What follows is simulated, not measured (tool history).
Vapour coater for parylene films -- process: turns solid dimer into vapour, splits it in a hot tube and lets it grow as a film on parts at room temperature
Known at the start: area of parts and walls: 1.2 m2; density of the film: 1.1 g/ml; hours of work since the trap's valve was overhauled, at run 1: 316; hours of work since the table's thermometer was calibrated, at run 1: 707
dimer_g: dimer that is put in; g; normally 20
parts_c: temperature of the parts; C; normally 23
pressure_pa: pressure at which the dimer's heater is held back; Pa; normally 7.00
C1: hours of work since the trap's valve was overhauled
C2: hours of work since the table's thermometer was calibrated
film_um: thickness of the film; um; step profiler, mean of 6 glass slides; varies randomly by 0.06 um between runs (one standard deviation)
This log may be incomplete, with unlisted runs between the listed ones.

Run 1, day 0.000: usual settings; C1 316; C2 707. Result: film_um 6.50 um.
Run 2, day 1.942: usual settings; C1 357; C2 748. Result: film_um 6.41 um.
At day 3.775: trap's valve overhauled.
Run 3, day 4.275: usual settings but parts_c 16 C; C1 10; C2 793. Result: film_um 8.90 um.
Run 4, day 6.125: usual settings but pressure_pa 4.69 Pa; C1 49; C2 832. Result: film_um 7.27 um.
Run 5, day 7.446: usual settings but pressure_pa 4.69 Pa; C1 77; C2 859. Result: film_um 7.32 um.
Run 6, day 8.908: usual settings but pressure_pa 4.69 Pa; C1 107; C2 890. Result: film_um 7.26 um.
Run 7, day 10.167: usual settings but pressure_pa 5.88 Pa; C1 133; C2 916. Result: film_um 6.75 um.
Run 8, day 12.738: usual settings but parts_c 31 C, pressure_pa 5.88 Pa; C1 187; C2 970. Result: film_um 4.96 um.
Run 9, day 15.533: usual settings but parts_c 31 C, pressure_pa 5.88 Pa; C1 245; C2 1028. Result: film_um 4.87 um.
Run 10, day 17.721: usual settings but parts_c 31 C, pressure_pa 5.88 Pa; C1 291; C2 1074. Result: film_um 4.84 um.
Run 11, day 20.367: usual settings but parts_c 31 C, pressure_pa 5.88 Pa; C1 346; C2 1129. Result: film_um 4.75 um.
Run 12, day 22.329: usual settings but parts_c 31 C, pressure_pa 5.88 Pa; C1 387; C2 1170. Result: film_um 4.72 um.
At day 22.662: trap's valve overhauled.
Run 13, day 23.842: usual settings but parts_c 31 C, pressure_pa 5.88 Pa; C1 25; C2 1198. Result: film_um 4.99 um.
Run 14, day 26.633: usual settings but parts_c 31 C, pressure_pa 5.88 Pa; C1 83; C2 1257. Result: film_um 4.96 um.
Run 15, day 28.729: usual settings but parts_c 31 C, pressure_pa 5.88 Pa; C1 127; C2 1300. Result: film_um 4.85 um.
Run 16, day 31.475: usual settings; C1 184; C2 1358. Result: film_um 6.50 um.
Run 17, day 33.979: usual settings; C1 236; C2 1410. Result: film_um 6.45 um.
Run 18, day 36.367: usual settings but dimer_g 9 g, parts_c 21 C, pressure_pa 5.41 Pa; C1 286; C2 1460. Result: film_um 3.29 um.
Run 19, day 39.038: usual settings but dimer_g 9 g, parts_c 21 C, pressure_pa 2.51 Pa; C1 342; C2 1516. Result: film_um 3.87 um.
At day 40.429: table's thermometer calibrated.
Run 20, day 40.450: usual settings but parts_c 26 C; C1 370; C2 0. Result: film_um 5.98 um.

Forecast run 21:
At day 41.579: trap's valve overhauled.
Run 21, day 41.846: usual settings but dimer_g 14 g, parts_c 19 C, pressure_pa 7.36 Pa; C1 6; C2 26. Result: film_um ?.

film_um: 5.72 um
Minus the tool's unlogged condition, the same run would have read film_um 5.79 um.
